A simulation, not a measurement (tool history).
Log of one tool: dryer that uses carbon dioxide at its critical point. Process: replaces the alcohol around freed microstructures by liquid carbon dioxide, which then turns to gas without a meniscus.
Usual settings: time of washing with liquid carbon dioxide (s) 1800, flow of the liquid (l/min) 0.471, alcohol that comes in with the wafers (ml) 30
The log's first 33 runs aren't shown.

run    hour  time of washing with liquid carbon dioxide (s)  flow of the liquid (l/min)  alcohol that comes in with the wafers (ml)  hours of work since the filter was changed  hours of work since the purifier's bed was changed  alcohol left in the vessel before it's heated (ppm by volume)
 34   832.6                                            2040                       0.341                                          22                                          23                                                1357                                                            224
 35   863.1                                            2520                       0.692                                          44                                          43                                                1378                                                            137
 36   881.1                                            2460                       0.462                                          30                                          56                                                1390                                                            138
 37   905.9                                            2460                       0.462                                          30                                          72                                                1407                                                            150
      917.8  -- purifier's bed changed
 38   942.8                                            2160                       0.634                                         112                                          95                                                  17                                                             17
 39   973.7                                            2160                       0.634                                         112                                         116                                                  38                                                             21
 40   994.9                                            2160                        0.29                                          34                                         131                                                  52                                                            290
 41  1011.7                                            2160                       0.471                                          30                                         142                                                  64                                                             36
 42  1028.2                                            2160                       0.471                                          30                                         153                                                  75                                                             30
 43  1044.2                                            1800                       0.471                                         117                                         164                                                  86                                                            299
 44  1077.5                                            2160                       0.311                                          30                                         187                                                 108                                                            219
 45  1097.2                                            2820                       0.403                                          35                                         200                                                 122                                                             35
 46  1130.8                                            2520                       0.324                                          42                                         223                                                 145                                                            141

Forecast each of these 5 alternatives for the next run:
  A  1165.9                                            1320                       0.324                                          42                                         247                                                 169                                                              ?
  B  1165.9                                            2580                       0.407                                          34                                         247                                                 169                                                              ?
  C  1165.9                                            2520                       0.455                                          42                                         247                                                 169                                                              ?
  D  1165.9                                            1740                       0.323                                          64                                         247                                                 169                                                              ?
  E  1165.9                                            2520                       0.379                                          29                                         247                                                 169                                                              ?

run  alcohol left in the vessel before it's heated (ppm by volume)
  A                                                           1561
  B                                                             52
  C                                                             32
  D                                                           1019
  E                                                             70
Without the tool's hidden state the same runs would have given:
run  alcohol left in the vessel before it's heated (ppm by volume)
  A                                                           1087
  B                                                             20
  C                                                              4
  D                                                            633
  E                                                             30
